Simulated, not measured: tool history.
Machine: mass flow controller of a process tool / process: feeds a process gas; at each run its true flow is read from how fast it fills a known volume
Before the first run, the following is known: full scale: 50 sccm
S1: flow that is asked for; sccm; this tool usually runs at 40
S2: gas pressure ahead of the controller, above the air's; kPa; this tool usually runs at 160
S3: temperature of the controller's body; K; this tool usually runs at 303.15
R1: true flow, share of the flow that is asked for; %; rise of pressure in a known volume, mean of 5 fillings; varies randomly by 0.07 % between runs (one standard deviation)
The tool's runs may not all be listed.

run	hour	S1	S2	S3	R1
1	0.0	40	160	303.15	99.37
2	92.1	40	160	303.15	99.35
3	154.4	40	160	303.15	99.37
4	257.3	40	160	303.15	99.36
5	314.7	40	160	303.15	99.53
6	408.4	40	246	303.15	99.77
# hour 419.1: controller's zero set anew
7	463.5	40	160	303.15	99.35
8	557.4	9	160	310.15	97.50
9	667.9	12	169	309.15	98.04
# hour 718.0: controller's zero set anew, once more
10	730.3	43	169	306.15	99.20
11	819.5	11	237	295.15	100.10
12	933.4	11	237	295.15	100.05
13	1014.5	11	237	295.15	100.11

Alternative continuations, all from the tool just after run 13; predict every row:
A	1065.9	13	160	303.15	?
B	1065.9	10	185	303.15	?
C	1065.9	11	220	312.15	?

run	R1
A	98.95
B	98.91
C	98.10
The same runs, with their run-to-run variation unchanged, on a tool lacking any hidden condition would have given:
run	R1
A	98.60
B	98.63
C	97.79
